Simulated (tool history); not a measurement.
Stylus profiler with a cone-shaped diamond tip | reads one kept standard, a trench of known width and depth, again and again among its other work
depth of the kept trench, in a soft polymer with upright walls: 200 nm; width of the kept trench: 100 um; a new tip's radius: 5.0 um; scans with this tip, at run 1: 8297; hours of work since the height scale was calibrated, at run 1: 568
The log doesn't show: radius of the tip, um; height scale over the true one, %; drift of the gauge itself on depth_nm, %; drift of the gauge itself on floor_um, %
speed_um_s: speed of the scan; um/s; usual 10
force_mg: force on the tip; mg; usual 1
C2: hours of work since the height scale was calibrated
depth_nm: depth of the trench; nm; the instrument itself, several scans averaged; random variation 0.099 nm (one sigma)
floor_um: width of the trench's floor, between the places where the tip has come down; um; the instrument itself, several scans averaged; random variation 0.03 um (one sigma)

run 1 day=0 | speed_um_s=10 force_mg=1 | scans_with_this_tip=8297 C2=568 | depth_nm=200.25 floor_um=96.02
run 2 day=1.225 | speed_um_s=23 force_mg=1 | scans_with_this_tip=8567 C2=587 | depth_nm=200.32 floor_um=95.94
run 3 day=2.467 | speed_um_s=23 force_mg=1 | scans_with_this_tip=8839 C2=605 | depth_nm=200.33 floor_um=95.9
run 4 day=3.342 | speed_um_s=23 force_mg=1 | scans_with_this_tip=9032 C2=618 | depth_nm=200.26 floor_um=95.92
run 5 day=4.358 | speed_um_s=10 force_mg=1 | scans_with_this_tip=9256 C2=634 | depth_nm=200.21 floor_um=95.91
run 6 day=5.654 | speed_um_s=10 force_mg=1 | scans_with_this_tip=9541 C2=653 | depth_nm=200.37 floor_um=95.93
run 7 day=7.046 | speed_um_s=10 force_mg=1 | scans_with_this_tip=9848 C2=674 | depth_nm=200.21 floor_um=95.84
run 8 day=8.354 | speed_um_s=10 force_mg=1 | scans_with_this_tip=10135 C2=694 | depth_nm=200.25 floor_um=95.88
run 9 day=9.758 | speed_um_s=10 force_mg=1 | scans_with_this_tip=10444 C2=715 | depth_nm=200.18 floor_um=95.82
run 10 day=10.946 | speed_um_s=10 force_mg=1 | scans_with_this_tip=10706 C2=733 | depth_nm=200.17 floor_um=95.76
run 11 day=11.638 | speed_um_s=10 force_mg=1 | scans_with_this_tip=10858 C2=743 | depth_nm=200.14 floor_um=95.77
run 12 day=12.929 | speed_um_s=10 force_mg=1 | scans_with_this_tip=11142 C2=763 | depth_nm=200.13 floor_um=95.68
run 13 day=14.204 | speed_um_s=10 force_mg=1 | scans_with_this_tip=11422 C2=782 | depth_nm=200.21 floor_um=95.66
run 14 day=14.829 | speed_um_s=10 force_mg=1 | scans_with_this_tip=11560 C2=792 | depth_nm=200.21 floor_um=95.66
run 15 day=16.075 | speed_um_s=10 force_mg=1 | scans_with_this_tip=11835 C2=810 | depth_nm=200.06 floor_um=95.62
-- day=16.458 height scale calibrated on a step standard
run 16 day=17.058 | speed_um_s=10 force_mg=1 | scans_with_this_tip=12046 C2=9 | depth_nm=199.79 floor_um=95.62
run 17 day=18.288 | speed_um_s=10 force_mg=1 | scans_with_this_tip=12317 C2=28 | depth_nm=199.84 floor_um=95.59
run 18 day=19.383 | speed_um_s=10 force_mg=1 | scans_with_this_tip=12558 C2=44 | depth_nm=199.78 floor_um=95.58
run 19 day=20.096 | speed_um_s=10 force_mg=1 | scans_with_this_tip=12715 C2=55 | depth_nm=199.84 floor_um=95.53
run 20 day=21 | speed_um_s=10 force_mg=0.35 | scans_with_this_tip=12914 C2=68 | depth_nm=199.5 floor_um=95.52
run 21 day=22.067 | speed_um_s=31 force_mg=1 | scans_with_this_tip=13149 C2=84 | depth_nm=199.73 floor_um=95.38
run 22 day=22.967 | speed_um_s=31 force_mg=1 | scans_with_this_tip=13347 C2=98 | depth_nm=199.8 floor_um=95.41
run 23 day=24.046 | speed_um_s=10 force_mg=0.93 | scans_with_this_tip=13584 C2=114 | depth_nm=199.71 floor_um=95.45
-- day=24.588 height scale calibrated on a step standard, once more
run 24 day=25.05 | speed_um_s=10 force_mg=0.93 | scans_with_this_tip=13801 C2=7 | depth_nm=200.89 floor_um=95.41
run 25 day=26.158 | speed_um_s=32 force_mg=0.82 | scans_with_this_tip=14044 C2=24 | depth_nm=200.66 floor_um=95.38
run 26 day=27.262 | speed_um_s=3 force_mg=0.37 | scans_with_this_tip=14288 C2=40 | depth_nm=200.36 floor_um=95.46
run 27 day=28.325 | speed_um_s=3 force_mg=0.37 | scans_with_this_tip=14522 C2=56 | depth_nm=200.38 floor_um=95.44
run 28 day=29.512 | speed_um_s=40 force_mg=1.44 | scans_with_this_tip=14783 C2=74 | depth_nm=201.01 floor_um=95.25
run 29 day=30.092 | speed_um_s=40 force_mg=1.44 | scans_with_this_tip=14910 C2=83 | depth_nm=201.07 floor_um=95.23
run 30 day=31.142 | speed_um_s=24 force_mg=0.54 | scans_with_this_tip=15142 C2=99 | depth_nm=200.45 floor_um=95.24
run 31 day=32.45 | speed_um_s=18 force_mg=1.87 | scans_with_this_tip=15429 C2=118 | depth_nm=201.1 floor_um=95.31
run 32 day=33.138 | speed_um_s=18 force_mg=1.87 | scans_with_this_tip=15580 C2=129 | depth_nm=201.16 floor_um=95.21
run 33 day=34.2 | speed_um_s=18 force_mg=1.87 | scans_with_this_tip=15814 C2=145 | depth_nm=201.07 floor_um=95.24
run 34 day=35.167 | speed_um_s=18 force_mg=1.87 | scans_with_this_tip=16028 C2=159 | depth_nm=201.04 floor_um=95.18
run 35 day=36.258 | speed_um_s=18 force_mg=1.87 | scans_with_this_tip=16267 C2=176 | depth_nm=201 floor_um=95.19
run 36 day=37.312 | speed_um_s=11 force_mg=1.08 | scans_with_this_tip=16500 C2=192 | depth_nm=200.72 floor_um=95.19
run 37 day=37.904 | speed_um_s=22 force_mg=1.04 | scans_with_this_tip=16630 C2=201 | depth_nm=200.77 floor_um=95.12
run 38 day=38.783 | speed_um_s=6 force_mg=2.43 | scans_with_this_tip=16823 C2=214 | depth_nm=201.24 floor_um=95.15
run 39 day=39.571 | speed_um_s=3 force_mg=0.88 | scans_with_this_tip=16996 C2=226 | depth_nm=200.29 floor_um=95.16
run 40 day=40.542 | speed_um_s=3 force_mg=0.88 | scans_with_this_tip=17210 C2=240 | depth_nm=200.49 floor_um=95.11
run 41 day=41.596 | speed_um_s=31 force_mg=1.15 | scans_with_this_tip=17442 C2=256 | depth_nm=200.43 floor_um=95.08
run 42 day=42.629 | speed_um_s=5 force_mg=1.32 | scans_with_this_tip=17669 C2=272 | depth_nm=200.65 floor_um=95.1
run 43 day=43.983 | speed_um_s=3 force_mg=1.32 | scans_with_this_tip=17968 C2=292 | depth_nm=200.76 floor_um=95.03

3 ways to go on from here, each from the tool as it stands after run 43. What would each give?
run A day=44.562 | speed_um_s=14 force_mg=2.15 | scans_with_this_tip=18095 C2=301 | depth_nm=? floor_um=?
run B day=44.562 | speed_um_s=20 force_mg=2.33 | scans_with_this_tip=18095 C2=301 | depth_nm=? floor_um=?
run C day=44.562 | speed_um_s=22 force_mg=2.79 | scans_with_this_tip=18095 C2=301 | depth_nm=? floor_um=?

run=A depth_nm=200.91 floor_um=94.99
run=B depth_nm=201.19 floor_um=95
run=C depth_nm=201.15 floor_um=94.98
Without the tool's hidden state the same runs would have given:
run=A depth_nm=201.11 floor_um=97.14
run=B depth_nm=201.39 floor_um=97.15
run=C depth_nm=201.35 floor_um=97.12

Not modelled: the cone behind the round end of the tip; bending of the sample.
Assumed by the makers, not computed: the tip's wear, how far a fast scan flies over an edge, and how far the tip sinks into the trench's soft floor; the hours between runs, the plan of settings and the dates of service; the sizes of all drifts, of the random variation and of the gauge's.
